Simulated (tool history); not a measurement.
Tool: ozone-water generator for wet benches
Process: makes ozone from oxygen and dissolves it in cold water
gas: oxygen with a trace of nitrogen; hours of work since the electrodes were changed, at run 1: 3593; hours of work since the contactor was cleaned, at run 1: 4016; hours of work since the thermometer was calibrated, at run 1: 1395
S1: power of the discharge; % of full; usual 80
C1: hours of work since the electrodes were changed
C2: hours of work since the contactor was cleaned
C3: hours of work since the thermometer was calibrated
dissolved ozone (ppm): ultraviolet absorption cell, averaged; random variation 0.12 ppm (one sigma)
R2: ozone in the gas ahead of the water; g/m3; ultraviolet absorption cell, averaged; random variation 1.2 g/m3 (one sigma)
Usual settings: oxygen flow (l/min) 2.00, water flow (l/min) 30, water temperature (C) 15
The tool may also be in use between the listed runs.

Run 1, hour 0.0: usual settings; C1 3593; C2 4016; C3 1395. Result: dissolved ozone (ppm) 8.4, R2 181.9 g/m3.
At hour 78.4: contactor cleaned.
Run 2, hour 117.8: usual settings; C1 3671; C2 27; C3 1473. Result: dissolved ozone (ppm) 8.6, R2 179.0 g/m3.
Run 3, hour 200.0: usual settings; C1 3728; C2 83; C3 1529. Result: dissolved ozone (ppm) 8.6, R2 179.3 g/m3.
Run 4, hour 321.2: usual settings; C1 3811; C2 166; C3 1612. Result: dissolved ozone (ppm) 8.6, R2 178.6 g/m3.
Run 5, hour 387.8: usual settings; C1 3856; C2 212; C3 1658. Result: dissolved ozone (ppm) 8.6, R2 178.0 g/m3.
Run 6, hour 523.8: usual settings; C1 3949; C2 305; C3 1751. Result: dissolved ozone (ppm) 8.6, R2 177.7 g/m3.
Run 7, hour 593.4: usual settings; C1 3997; C2 353; C3 1799. Result: dissolved ozone (ppm) 8.5, R2 178.2 g/m3.
Run 8, hour 658.1: usual settings but water temperature (C) 18; C1 4041; C2 397; C3 1843. Result: dissolved ozone (ppm) 8.4, R2 177.4 g/m3.
Run 9, hour 741.8: usual settings but oxygen flow (l/min) 1.50; C1 4099; C2 454; C3 1900. Result: dissolved ozone (ppm) 7.6, R2 204.1 g/m3.
Run 10, hour 854.1: usual settings but oxygen flow (l/min) 1.50; C1 4176; C2 531; C3 1977. Result: dissolved ozone (ppm) 7.6, R2 202.8 g/m3.
Run 11, hour 982.2: usual settings but S1 58 % of full; C1 4263; C2 619; C3 2065. Result: dissolved ozone (ppm) 6.7, R2 138.4 g/m3.
Run 12, hour 1077.5: usual settings but S1 58 % of full; C1 4329; C2 684; C3 2130. Result: dissolved ozone (ppm) 6.7, R2 140.5 g/m3.
Run 13, hour 1171.9: usual settings but S1 58 % of full; C1 4393; C2 749; C3 2195. Result: dissolved ozone (ppm) 6.7, R2 138.7 g/m3.
At hour 1182.1: water thermometer calibrated.
Run 14, hour 1282.9: usual settings but S1 58 % of full; C1 4469; C2 825; C3 69. Result: dissolved ozone (ppm) 6.6, R2 138.7 g/m3.
Run 15, hour 1421.6: usual settings but S1 64 % of full; C1 4564; C2 920; C3 164. Result: dissolved ozone (ppm) 7.0, R2 149.2 g/m3.
Run 16, hour 1480.5: usual settings; C1 4604; C2 960; C3 204. Result: dissolved ozone (ppm) 8.1, R2 173.2 g/m3.
Run 17, hour 1574.2: usual settings; C1 4669; C2 1024; C3 269. Result: dissolved ozone (ppm) 8.3, R2 172.5 g/m3.
Run 18, hour 1665.5: usual settings; C1 4731; C2 1087; C3 331. Result: dissolved ozone (ppm) 8.3, R2 174.3 g/m3.
At hour 1673.7: water thermometer calibrated, once more.
Run 19, hour 1725.5: usual settings; C1 4772; C2 1128; C3 36. Result: dissolved ozone (ppm) 8.1, R2 171.3 g/m3.
Run 20, hour 1842.1: usual settings; C1 4852; C2 1208; C3 115. Result: dissolved ozone (ppm) 8.1, R2 173.3 g/m3.
Run 21, hour 1976.9: usual settings; C1 4944; C2 1300; C3 208. Result: dissolved ozone (ppm) 8.1, R2 172.0 g/m3.
Run 22, hour 2056.6: usual settings but S1 97 % of full, oxygen flow (l/min) 1.48, water temperature (C) 9; C1 4999; C2 1354; C3 262. Result: dissolved ozone (ppm) 8.4, R2 226.1 g/m3.
Run 23, hour 2166.2: usual settings but S1 97 % of full, oxygen flow (l/min) 1.48, water temperature (C) 12; C1 5074; C2 1430; C3 337. Result: dissolved ozone (ppm) 8.5, R2 225.5 g/m3.
Run 24, hour 2264.1: usual settings but S1 97 % of full, oxygen flow (l/min) 1.48, water temperature (C) 12; C1 5141; C2 1497; C3 404. Result: dissolved ozone (ppm) 8.2, R2 225.8 g/m3.
Run 25, hour 2323.2: usual settings but oxygen flow (l/min) 1.44, water flow (l/min) 35, water temperature (C) 23; C1 5181; C2 1537; C3 445. Result: dissolved ozone (ppm) 5.8, R2 200.9 g/m3.
Run 26, hour 2436.5: usual settings but S1 97 % of full, oxygen flow (l/min) 2.83, water flow (l/min) 21, water temperature (C) 21; C1 5259; C2 1615; C3 523. Result: dissolved ozone (ppm) 13.4, R2 161.2 g/m3.
Run 27, hour 2521.8: usual settings but S1 97 % of full, oxygen flow (l/min) 1.35, water temperature (C) 21; C1 5317; C2 1673; C3 581. Result: dissolved ozone (ppm) 7.8, R2 232.7 g/m3.
Run 28, hour 2654.3: usual settings but oxygen flow (l/min) 1.41, water flow (l/min) 47, water temperature (C) 11; C1 5408; C2 1764; C3 672. Result: dissolved ozone (ppm) 4.4, R2 199.4 g/m3.
Run 29, hour 2748.8: usual settings but oxygen flow (l/min) 1.41, water flow (l/min) 47, water temperature (C) 11; C1 5473; C2 1829; C3 737. Result: dissolved ozone (ppm) 4.4, R2 199.2 g/m3.
Run 30, hour 2870.0: usual settings but S1 98 % of full, oxygen flow (l/min) 1.09, water flow (l/min) 47, water temperature (C) 11; C1 5556; C2 1912; C3 820. Result: dissolved ozone (ppm) 4.4, R2 258.6 g/m3.
Run 31, hour 2933.2: usual settings but S1 98 % of full, oxygen flow (l/min) 1.09, water flow (l/min) 47, water temperature (C) 11; C1 5599; C2 1955; C3 863. Result: dissolved ozone (ppm) 4.4, R2 258.9 g/m3.
Run 32, hour 3017.2: usual settings but S1 93 % of full; C1 5657; C2 2013; C3 920. Result: dissolved ozone (ppm) 8.7, R2 184.9 g/m3.
Run 33, hour 3153.3: usual settings but S1 51 % of full; C1 5750; C2 2106; C3 1014. Result: dissolved ozone (ppm) 5.8, R2 123.2 g/m3.
Run 34, hour 3292.8: usual settings but S1 51 % of full; C1 5846; C2 2201; C3 1109. Result: dissolved ozone (ppm) 5.8, R2 121.9 g/m3.

3 ways to go on from here, each from the tool as it stands after run 34. What would each give?
Run A, hour 3412.7: usual settings but S1 75 % of full; C1 5928; C2 2284; C3 1191. Result: dissolved ozone (ppm) ?, R2 ?.
Run B, hour 3412.7: usual settings but S1 51 % of full, oxygen flow (l/min) 2.27; C1 5928; C2 2284; C3 1191. Result: dissolved ozone (ppm) ?, R2 ?.
Run C, hour 3412.7: usual settings but S1 63 % of full, oxygen flow (l/min) 1.16, water temperature (C) 12; C1 5928; C2 2284; C3 1191. Result: dissolved ozone (ppm) ?, R2 ?.

run  dissolved ozone (ppm)     R2
  A                    7.4  157.8
  B                    6.1  114.5
  C                    5.5  184.6
Without the tool's hidden state the same runs would have given:
run  dissolved ozone (ppm)     R2
  A                    9.5  197.5
  B                    7.3  134.9
  C                    6.9  224.8

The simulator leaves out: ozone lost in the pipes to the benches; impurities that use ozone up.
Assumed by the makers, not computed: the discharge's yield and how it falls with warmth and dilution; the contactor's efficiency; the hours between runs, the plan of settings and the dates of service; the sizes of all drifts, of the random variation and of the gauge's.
